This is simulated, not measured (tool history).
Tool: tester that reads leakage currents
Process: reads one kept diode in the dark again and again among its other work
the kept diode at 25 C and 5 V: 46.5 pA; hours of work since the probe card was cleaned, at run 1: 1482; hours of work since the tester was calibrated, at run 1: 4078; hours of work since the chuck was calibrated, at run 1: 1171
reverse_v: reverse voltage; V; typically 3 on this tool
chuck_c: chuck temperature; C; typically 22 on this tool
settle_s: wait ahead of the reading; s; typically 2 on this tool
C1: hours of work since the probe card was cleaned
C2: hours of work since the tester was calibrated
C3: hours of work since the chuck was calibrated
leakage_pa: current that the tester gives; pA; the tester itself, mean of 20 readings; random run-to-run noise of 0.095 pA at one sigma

Run 1, hour 0: usual settings; C1 1482; C2 4078; C3 1171. Result: leakage_pa 27.03 pA.
Run 2, hour 115.2: usual settings; C1 1558; C2 4154; C3 1247. Result: leakage_pa 27.16 pA.
Run 3, hour 219.7: usual settings but reverse_v 14.8 V; C1 1627; C2 4223; C3 1316. Result: leakage_pa 75.56 pA.
At hour 332.8: tester calibrated.
Run 4, hour 332.8: usual settings but reverse_v 14.8 V; C1 1700; C2 0; C3 1389. Result: leakage_pa 76.43 pA.
Run 5, hour 460.8: usual settings but reverse_v 14.8 V; C1 1785; C2 85; C3 1474. Result: leakage_pa 76.85 pA.
At hour 477.6: chuck's temperature calibrated.
Run 6, hour 590.6: usual settings but settle_s 0.33 s; C1 1869; C2 169; C3 75. Result: leakage_pa 28.9 pA.
Run 7, hour 725.5: usual settings but reverse_v 6.08 V, chuck_c 48 C, settle_s 0.44 s; C1 1958; C2 258; C3 164. Result: leakage_pa 303.46 pA.
Run 8, hour 838: usual settings but reverse_v 6.08 V, chuck_c 48 C, settle_s 0.44 s; C1 2033; C2 333; C3 238. Result: leakage_pa 302.72 pA.
At hour 864.8: chuck's temperature calibrated, once more.
Run 9, hour 944.6: usual settings but chuck_c 54 C, settle_s 2.9 s; C1 2102; C2 402; C3 53. Result: leakage_pa 335.77 pA.
Run 10, hour 1028.2: usual settings but chuck_c 54 C, settle_s 2.9 s; C1 2157; C2 457; C3 108. Result: leakage_pa 334.5 pA.

What does the tool deliver on the next run?
Run 11, hour 1168.7: usual settings but reverse_v 9.9 V, chuck_c 33 C, settle_s 0.51 s; C1 2250; C2 550; C3 201. Result: leakage_pa ?.

leakage_pa: 151.69 pA
The same run, on a tool lacking any hidden state, would have yielded leakage_pa 143.15 pA.
